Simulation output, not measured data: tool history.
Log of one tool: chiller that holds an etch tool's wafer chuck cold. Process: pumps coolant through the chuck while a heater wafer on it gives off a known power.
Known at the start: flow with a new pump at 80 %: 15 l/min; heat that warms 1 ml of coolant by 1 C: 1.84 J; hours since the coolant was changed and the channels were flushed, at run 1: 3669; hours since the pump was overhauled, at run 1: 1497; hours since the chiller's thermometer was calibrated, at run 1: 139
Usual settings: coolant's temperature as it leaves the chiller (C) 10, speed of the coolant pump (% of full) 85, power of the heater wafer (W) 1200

run   hour  coolant's temperature as it leaves the chiller (C)  speed of the coolant pump (% of full)  power of the heater wafer (W)  hours since the coolant was changed and the channels were flushed  hours since the pump was overhauled  hours since the chiller's thermometer was calibrated  chuck's temperature once it has settled (C)  how much warmer the coolant comes back (C)
  1    0.0                                                  10                                     85                           1200                                                               3669                                 1497                                                   139                                         18.6                                        2.46
  2   46.7                                                  10                                     85                           1200                                                               3716                                 1543                                                   185                                         18.6                                        2.44
  3  105.9                                                  10                                     85                           1200                                                               3775                                 1602                                                   245                                         18.6                                        2.52
  4  167.2                                                  10                                     73                           1200                                                               3836                                 1664                                                   306                                         19.3                                        2.89
  5  239.5                                                  10                                     85                           1218                                                               3909                                 1736                                                   378                                         18.9                                        2.54
  6  292.6                                                  10                                     85                           1218                                                               3962                                 1789                                                   431                                         18.8                                        2.58
  7  356.4                                                  10                                     87                           1218                                                               4026                                 1853                                                   495                                         18.7                                        2.44
     361.2  -- chiller's thermometer calibrated
  8  411.6                                                  10                                     85                           1098                                                               4080                                 1907                                                    50                                         18.0                                        2.26
  9  454.9                                                  10                                     85                           1098                                                               4123                                 1950                                                    94                                         18.0                                        2.36
 10  527.7                                                  10                                     85                           1078                                                               4196                                 2023                                                   166                                         17.9                                        2.24
 11  563.1                                                  10                                     78                           1729                                                               4231                                 2059                                                   202                                         23.1                                        3.93
 12  598.0                                                  16                                     61                            634                                                               4266                                 2094                                                   237                                         21.6                                        1.78
 13  678.5                                                   1                                     90                           1200                                                               4347                                 2174                                                   317                                          9.5                                        2.40
 14  739.7                                                  10                                     98                            772                                                               4408                                 2235                                                   378                                         15.5                                        1.48
     757.2  -- chiller's thermometer calibrated, once more
 15  816.4                                                  10                                     98                            772                                                               4484                                 2311                                                    59                                         15.0                                        1.38
 16  862.8                                                   6                                     62                           1025                                                               4530                                 2357                                                   106                                         15.2                                        2.91
 17  924.3                                                   6                                     62                           1025                                                               4592                                 2419                                                   167                                         15.2                                        2.88
 18  978.3                                                   6                                     62                           1025                                                               4646                                 2473                                                   221                                         15.0                                        2.96

Hidden state or all else? Some run-to-run changes of chuck's temperature once it has settled (C), split into what the settings, what came in and random variation would give without the hidden state, and what is left for the hidden state (with any gauge scatter that isn't in both results):
The hidden state here: heat passed by the chuck's channels, % of clean ones'; flow at a given pump speed, % of a new pump's; coolant's true temperature over the reading, C; drift of the gauge itself on chuck_c, C; drift of the gauge itself on warmer_back_c, C.
Run 11 -> 12: coolant's temperature as it leaves the chiller (C) 10 -> 16, speed of the coolant pump (% of full) 78 -> 61, power of the heater wafer (W) 1729 -> 634. chuck's temperature once it has settled (C) -1.5: hidden state -0.6, all else -0.9.
Run 12 -> 13: coolant's temperature as it leaves the chiller (C) 16 -> 1, speed of the coolant pump (% of full) 61 -> 90, power of the heater wafer (W) 634 -> 1200. chuck's temperature once it has settled (C) -12.1: hidden state +0.2, all else -12.3.
